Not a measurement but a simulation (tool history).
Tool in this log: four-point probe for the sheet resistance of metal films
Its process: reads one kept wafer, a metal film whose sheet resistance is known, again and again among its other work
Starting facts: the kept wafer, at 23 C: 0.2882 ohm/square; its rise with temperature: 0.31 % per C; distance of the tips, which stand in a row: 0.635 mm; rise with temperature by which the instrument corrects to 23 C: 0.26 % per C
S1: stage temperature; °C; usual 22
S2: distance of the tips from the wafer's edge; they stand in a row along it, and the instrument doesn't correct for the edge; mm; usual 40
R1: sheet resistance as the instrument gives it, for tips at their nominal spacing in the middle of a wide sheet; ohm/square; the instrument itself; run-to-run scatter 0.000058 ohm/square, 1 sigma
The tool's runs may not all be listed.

| run | hour | S1 | S2 | R1 |
|---|---|---|---|---|
| 1 | 0 | 22 | 40 | 0.288139 |
| 2 | 22 | 22 | 40 | 0.288075 |
| 3 | 40.7 | 22 | 12 | 0.288582 |
| 4 | 60.5 | 22 | 12 | 0.288544 |
| 5 | 77.4 | 22 | 40 | 0.288094 |
| 6 | 101.7 | 22 | 40 | 0.288025 |
| 7 | 121.7 | 22 | 40 | 0.288169 |
| 8 | 145.7 | 22 | 40 | 0.288015 |
| 9 | 156.1 | 22 | 62 | 0.288072 |
| 10 | 180.7 | 22 | 40 | 0.288075 |
| 11 | 193 | 22 | 40 | 0.288119 |
| 12 | 211.9 | 22 | 40 | 0.288011 |
| 13 | 225.2 | 22 | 40 | 0.288229 |
| 14 | 249.8 | 24 | 40 | 0.28831 |
| 15 | 268.7 | 22 | 32 | 0.288112 |
| 16 | 287.8 | 26 | 6 | 0.290285 |
| 17 | 307.7 | 26 | 6 | 0.290319 |
| 18 | 329.9 | 22 | 4 | 0.29192 |
| 19 | 348.6 | 22 | 4 | 0.291878 |
| 20 | 360.8 | 23 | 27 | 0.288312 |
| 21 | 380.5 | 34 | 29 | 0.28985 |
| 22 | 403.5 | 34 | 14 | 0.289929 |
| 23 | 416.2 | 19 | 6 | 0.289344 |
| 24 | 439.8 | 23 | 6 | 0.290045 |
| 25 | 462.2 | 33 | 55 | 0.28967 |
| 26 | 484.4 | 28 | 19 | 0.289098 |
| 27 | 496.6 | 28 | 19 | 0.289138 |
| 28 | 512.4 | 28 | 19 | 0.289035 |
| 29 | 531.3 | 30 | 13 | 0.289529 |

5 options for the next run, each taken on its own from the tool as it stands now. Forecast them:
| A | 552.2 | 19 | 7 | ? |
| B | 552.2 | 30 | 40 | ? |
| C | 552.2 | 22 | 4 | ? |
| D | 552.2 | 30 | 31 | ? |
| E | 552.2 | 30 | 3 | ? |

| run | R1 |
|---|---|
| A | 0.288882 |
| B | 0.289279 |
| C | 0.291978 |
| D | 0.289207 |
| E | 0.296027 |
The same runs, with their run-to-run variation unchanged, on a tool lacking any hidden condition would have given:
| run | R1 |
|---|---|
| A | 0.288898 |
| B | 0.289294 |
| C | 0.291993 |
| D | 0.289222 |
| E | 0.296043 |
